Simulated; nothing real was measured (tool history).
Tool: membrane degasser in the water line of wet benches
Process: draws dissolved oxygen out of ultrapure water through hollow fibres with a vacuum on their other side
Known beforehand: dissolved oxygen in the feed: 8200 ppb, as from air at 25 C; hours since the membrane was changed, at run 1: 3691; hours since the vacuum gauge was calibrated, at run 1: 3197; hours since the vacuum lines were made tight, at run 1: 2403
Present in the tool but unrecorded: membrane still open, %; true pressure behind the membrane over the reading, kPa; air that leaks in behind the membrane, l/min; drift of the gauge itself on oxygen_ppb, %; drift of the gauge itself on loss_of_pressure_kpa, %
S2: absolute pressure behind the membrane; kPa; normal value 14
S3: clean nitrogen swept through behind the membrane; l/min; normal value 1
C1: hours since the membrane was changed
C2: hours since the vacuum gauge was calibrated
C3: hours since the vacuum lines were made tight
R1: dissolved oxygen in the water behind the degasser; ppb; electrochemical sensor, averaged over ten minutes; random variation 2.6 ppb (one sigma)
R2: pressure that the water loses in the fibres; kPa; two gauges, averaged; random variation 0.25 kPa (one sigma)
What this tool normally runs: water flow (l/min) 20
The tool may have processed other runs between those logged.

{"run": 1, "hour": 0.0, "water flow (l/min)": 20, "S2": 14, "S3": 1, "C1": 3691, "C2": 3197, "C3": 2403, "R1": 508.8, "R2": 70.39}
{"run": 2, "hour": 44.2, "water flow (l/min)": 20, "S2": 14, "S3": 1, "C1": 3735, "C2": 3241, "C3": 2447, "R1": 505.6, "R2": 70.2}
{"run": 3, "hour": 103.3, "water flow (l/min)": 20, "S2": 14, "S3": 1, "C1": 3794, "C2": 3300, "C3": 2506, "R1": 511.5, "R2": 70.1}
{"run": 4, "hour": 145.0, "water flow (l/min)": 20, "S2": 14, "S3": 1, "C1": 3836, "C2": 3342, "C3": 2548, "R1": 509.4, "R2": 69.95}
{"run": 5, "hour": 211.7, "water flow (l/min)": 20, "S2": 14, "S3": 1, "C1": 3902, "C2": 3409, "C3": 2615, "R1": 508.2, "R2": 70.31}
{"run": 6, "hour": 288.4, "water flow (l/min)": 20, "S2": 14, "S3": 1, "C1": 3979, "C2": 3486, "C3": 2691, "R1": 512.7, "R2": 70.22}
{"run": 7, "hour": 383.3, "water flow (l/min)": 20, "S2": 14, "S3": 1, "C1": 4074, "C2": 3581, "C3": 2786, "R1": 510.8, "R2": 69.99}
{"run": 8, "hour": 424.4, "water flow (l/min)": 20, "S2": 14, "S3": 1, "C1": 4115, "C2": 3622, "C3": 2827, "R1": 507.2, "R2": 71.12}
{"run": 9, "hour": 474.3, "water flow (l/min)": 28, "S2": 14, "S3": 1, "C1": 4165, "C2": 3671, "C3": 2877, "R1": 680.4, "R2": 98.22}
{"run": 10, "hour": 552.8, "water flow (l/min)": 20, "S2": 14, "S3": 1, "C1": 4243, "C2": 3750, "C3": 2956, "R1": 509.5, "R2": 70.92}
{"run": 11, "hour": 622.4, "water flow (l/min)": 20, "S2": 14, "S3": 1, "C1": 4313, "C2": 3820, "C3": 3025, "R1": 511.1, "R2": 70.73}
{"run": 12, "hour": 693.4, "water flow (l/min)": 20, "S2": 14, "S3": 1, "C1": 4384, "C2": 3891, "C3": 3096, "R1": 511.4, "R2": 70.84}
{"run": 13, "hour": 743.1, "water flow (l/min)": 20, "S2": 14, "S3": 1, "C1": 4434, "C2": 3940, "C3": 3146, "R1": 512.1, "R2": 70.89}
{"run": 14, "hour": 787.3, "water flow (l/min)": 20, "S2": 14, "S3": 1, "C1": 4478, "C2": 3985, "C3": 3190, "R1": 511.3, "R2": 70.78}
{"hour": 843.3, "done": "vacuum gauge calibrated"}
{"run": 15, "hour": 870.3, "water flow (l/min)": 20, "S2": 22.7, "S3": 1.43, "C1": 4560, "C2": 27, "C3": 3273, "R1": 641.1, "R2": 71.05}
{"run": 16, "hour": 935.4, "water flow (l/min)": 20, "S2": 21.1, "S3": 1.18, "C1": 4625, "C2": 92, "C3": 3338, "R1": 691.9, "R2": 70.98}
{"run": 17, "hour": 1006.9, "water flow (l/min)": 20, "S2": 21.1, "S3": 1.18, "C1": 4697, "C2": 164, "C3": 3409, "R1": 685.1, "R2": 70.74}
{"run": 18, "hour": 1085.3, "water flow (l/min)": 15, "S2": 34.8, "S3": 0.41, "C1": 4775, "C2": 242, "C3": 3488, "R1": 1930, "R2": 53.05}
{"run": 19, "hour": 1172.5, "water flow (l/min)": 14, "S2": 34.8, "S3": 0.83, "C1": 4863, "C2": 329, "C3": 3575, "R1": 1103.9, "R2": 49.84}
{"run": 20, "hour": 1217.2, "water flow (l/min)": 14, "S2": 34.8, "S3": 0.83, "C1": 4907, "C2": 374, "C3": 3619, "R1": 1104.9, "R2": 50.13}
{"run": 21, "hour": 1261.4, "water flow (l/min)": 14, "S2": 34.8, "S3": 0.83, "C1": 4951, "C2": 418, "C3": 3664, "R1": 1101.3, "R2": 49.68}
{"run": 22, "hour": 1322.9, "water flow (l/min)": 20, "S2": 11.5, "S3": 0.91, "C1": 5013, "C2": 480, "C3": 3725, "R1": 439.2, "R2": 71.12}
{"run": 23, "hour": 1396.9, "water flow (l/min)": 15, "S2": 26.9, "S3": 0.73, "C1": 5087, "C2": 554, "C3": 3799, "R1": 1008.3, "R2": 53.24}
{"run": 24, "hour": 1492.2, "water flow (l/min)": 19, "S2": 10.7, "S3": 2.9, "C1": 5182, "C2": 649, "C3": 3894, "R1": 167.8, "R2": 67.77}
{"run": 25, "hour": 1547.8, "water flow (l/min)": 19, "S2": 10.7, "S3": 2.9, "C1": 5238, "C2": 704, "C3": 3950, "R1": 168.4, "R2": 67.45}

Here are 4 independent what-if runs from the current tool condition. What would each one return?
{"run": "A", "hour": 1639.4, "water flow (l/min)": 13, "S2": 14, "S3": 0.43, "C1": 5329, "C2": 796, "C3": 4042, "R1": "?", "R2": "?"}
{"run": "B", "hour": 1639.4, "water flow (l/min)": 20, "S2": 32.7, "S3": 1, "C1": 5329, "C2": 796, "C3": 4042, "R1": "?", "R2": "?"}
{"run": "C", "hour": 1639.4, "water flow (l/min)": 20, "S2": 14, "S3": 1, "C1": 5329, "C2": 796, "C3": 4042, "R1": "?", "R2": "?"}
{"run": "D", "hour": 1639.4, "water flow (l/min)": 19, "S2": 27, "S3": 2.9, "C1": 5329, "C2": 796, "C3": 4042, "R1": "?", "R2": "?"}

run=A R1=665.7 R2=46.55
run=B R1=1209.4 R2=71.53
run=C R1=509.5 R2=71.19
run=D R1=415.7 R2=68.24
Had the tool no hidden state, the same runs would have come out as:
run=A R1=653.7 R2=43.82
run=B R1=1185.2 R2=67.32
run=C R1=492.2 R2=66.98
run=D R1=396.5 R2=64.23

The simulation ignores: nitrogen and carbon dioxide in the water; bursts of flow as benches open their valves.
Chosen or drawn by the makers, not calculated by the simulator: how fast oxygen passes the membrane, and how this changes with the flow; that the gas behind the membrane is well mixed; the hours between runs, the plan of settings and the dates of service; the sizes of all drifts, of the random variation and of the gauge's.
